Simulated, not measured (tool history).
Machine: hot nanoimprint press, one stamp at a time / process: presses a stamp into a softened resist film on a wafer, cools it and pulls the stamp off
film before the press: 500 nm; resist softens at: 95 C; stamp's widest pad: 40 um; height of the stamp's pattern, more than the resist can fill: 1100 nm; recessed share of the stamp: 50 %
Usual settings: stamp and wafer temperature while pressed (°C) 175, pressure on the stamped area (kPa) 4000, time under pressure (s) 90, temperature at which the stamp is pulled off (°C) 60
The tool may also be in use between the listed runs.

run	hour	stamp and wafer temperature while pressed (°C)	pressure on the stamped area (kPa)	time under pressure (s)	temperature at which the stamp is pulled off (°C)	resist left under the stamp's widest pad (angstrom)	greatest force while the stamp is pulled off (N)
1	0.0	175	4000	90	60	2861	173
2	39.6	175	4000	90	60	2875	185
3	100.4	175	4000	123	60	2624	181
4	139.1	175	4000	123	60	2620	187
5	212.5	175	4000	123	60	2656	200
6	252.1	166	4000	90	60	3948	202
7	306.9	171	4000	90	60	3392	210
8	358.1	171	4000	90	60	3440	212
9	418.8	175	4000	74	60	3214	217
10	486.8	175	4000	74	60	3237	235
# hour 501.9: plate thermocouple calibrated
11	553.8	175	4000	74	60	2946	241
12	610.9	175	4000	66	60	3086	257
# hour 661.5: stamp cleaned and given a new release coat
13	673.8	175	4000	66	60	3096	179
14	715.4	175	4000	66	60	3102	182
15	790.5	175	4000	66	60	3132	186
16	862.8	175	3600	66	67	3288	191
17	897.9	175	4000	48	58	3471	205
18	946.1	176	4000	74	58	2982	213
19	995.9	166	3610	90	45	4052	239
20	1045.3	185	4000	90	52	1961	229
21	1119.2	175	2470	90	60	3526	236
# hour 1168.4: press's hydraulic seals changed and the load cell set to zero
22	1192.6	169	4590	128	49	3203	261
23	1236.0	177	3650	90	54	2863	258
24	1277.0	177	3650	90	54	2904	256
# hour 1328.4: stamp cleaned and given a new release coat
# hour 1351.1: plate thermocouple calibrated
25	1352.8	177	3650	90	54	2601	185
26	1414.0	175	4000	56	49	3161	188
27	1482.4	184	5720	125	49	1379	211
28	1531.9	184	5720	125	49	1413	210
29	1576.2	177	5720	52	61	2671	193

Selected run-to-run steps in resist left under the stamp's widest pad (angstrom), each split into two signed amounts: the part the tool would show with no hidden state at all (from settings, incoming material and random variation), and the remainder, which goes to the hidden state together with any gauge scatter not common to the measured and the hidden-state-free results:
The tool's hidden condition here consists of: true temperature over the reading, C; pressure that arrives at the usual setting, %; grip of the stamp's worn release coat, % over a new coat's; drift of the gauge itself on residual_nm, %; drift of the gauge itself on pull_off_n, %.
Run 10 -> 11: plate thermocouple calibrated. resist left under the stamp's widest pad (angstrom) -291: hidden state -271, all else -20.
Run 19 -> 20: stamp and wafer temperature while pressed (°C) 166 -> 185, pressure on the stamped area (kPa) 3610 -> 4000, temperature at which the stamp is pulled off (°C) 45 -> 52. resist left under the stamp's widest pad (angstrom) -2091: hidden state -19, all else -2072.
Run 24 -> 25: stamp cleaned and given a new release coat, plate thermocouple calibrated. resist left under the stamp's widest pad (angstrom) -303: hidden state -257, all else -46.
Run 26 -> 27: stamp and wafer temperature while pressed (°C) 175 -> 184, pressure on the stamped area (kPa) 4000 -> 5720, time under pressure (s) 56 -> 125. resist left under the stamp's widest pad (angstrom) -1782: hidden state +4, all else -1786.
